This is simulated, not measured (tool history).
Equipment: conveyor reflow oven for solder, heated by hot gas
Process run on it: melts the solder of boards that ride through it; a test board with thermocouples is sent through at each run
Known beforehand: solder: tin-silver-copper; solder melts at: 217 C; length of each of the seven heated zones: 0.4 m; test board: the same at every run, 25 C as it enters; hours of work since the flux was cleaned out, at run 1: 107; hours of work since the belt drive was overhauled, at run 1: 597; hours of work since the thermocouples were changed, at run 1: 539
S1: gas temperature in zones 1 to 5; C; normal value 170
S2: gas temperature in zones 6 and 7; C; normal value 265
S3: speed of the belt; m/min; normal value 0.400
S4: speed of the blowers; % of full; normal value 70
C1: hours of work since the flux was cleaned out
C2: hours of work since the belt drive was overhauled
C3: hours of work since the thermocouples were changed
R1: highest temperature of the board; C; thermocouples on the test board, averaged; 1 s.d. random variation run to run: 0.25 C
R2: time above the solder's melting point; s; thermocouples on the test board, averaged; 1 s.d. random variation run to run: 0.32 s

run     day   S1   S2     S3  S4   C1   C2   C3     R1     R2
  1   0.000  170  265  0.400  70  107  597  539  250.3   87.9
  2   0.933  170  265  0.400  50  122  612  553  244.0   76.2
  3   1.692  170  265  0.462  50  134  624  565  238.0   54.8
  4   2.196  170  265  0.462  50  142  632  573  238.5   54.7
  5   2.762  170  265  0.462  50  151  641  582  238.0   55.1
  6   3.233  170  265  0.400  70  158  648  590  249.9   87.3
  7   3.996  170  265  0.400  70  170  660  602  249.8   87.2
  8   4.846  170  265  0.400  70  184  673  615  249.7   86.6
  9   5.708  170  265  0.400  70  197  687  629  249.4   86.8
 10   6.479  170  265  0.400  70  209  699  641  250.1   86.7
 11   6.854  170  265  0.457  70  215  705  647  245.9   68.8
 12   7.529  170  265  0.457  70  226  716  658  245.8   69.3
 13   8.150  170  265  0.400  66  236  726  667  248.5   84.8
 14   8.621  170  265  0.400  66  243  733  675  248.5   85.1
 15   9.379  170  265  0.360  66  255  745  687  251.1   99.2
 16   9.779  170  265  0.360  66  262  751  693  251.1   98.8
 17  10.250  170  265  0.360  66  269  759  701  251.1   98.8
 18  11.008  170  265  0.360  66  281  771  713  250.6   99.3
 19  11.483  159  265  0.400  61  288  778  720  244.9   72.6
 20  12.183  159  271  0.400  51  300  789  731  245.7   72.8
 21  12.967  159  271  0.400  51  312  802  744  245.8   72.7
     13.183  -- belt drive overhauled, speed set with a stopwatch
 22  13.617  159  271  0.400  51  320    7  751  245.8   73.9
 23  14.512  170  269  0.404  70  334   21  765  252.4   88.8
 24  15.083  170  269  0.404  70  343   30  774  252.0   88.9
     15.654  -- flux residue cleaned out of gas plates and filters
 25  15.933  170  269  0.404  70    4   40  785  253.4   91.2
 26  16.546  170  269  0.440  69   14   50  794  251.2   80.1
 27  17.042  170  279  0.330  74   22   58  802  268.7  129.5
     17.267  -- belt drive overhauled, speed set with a stopwatch, once more
 28  17.812  170  279  0.330  74   31    9  812  268.0  126.2
 29  18.354  170  279  0.330  74   40   17  820  268.0  126.5
 30  18.792  168  274  0.338  71   47   24  827  261.8  116.9

What if the next run were any one of these 3? Each begins from the tool's condition after run 30:
  A  19.638  182  274  0.460  71  60  37  841   ?   ?
  B  19.638  168  274  0.421  71  60  37  841   ?   ?
  C  19.638  170  265  0.400  76  60  37  841   ?   ?

run     R1    R2
  A  255.4  84.3
  B  255.7  86.8
  C  250.7  88.7
Without the tool's unlogged condition, the same runs would have read:
run     R1    R2
  A  258.7  87.2
  B  259.1  90.1
  C  254.1  92.4
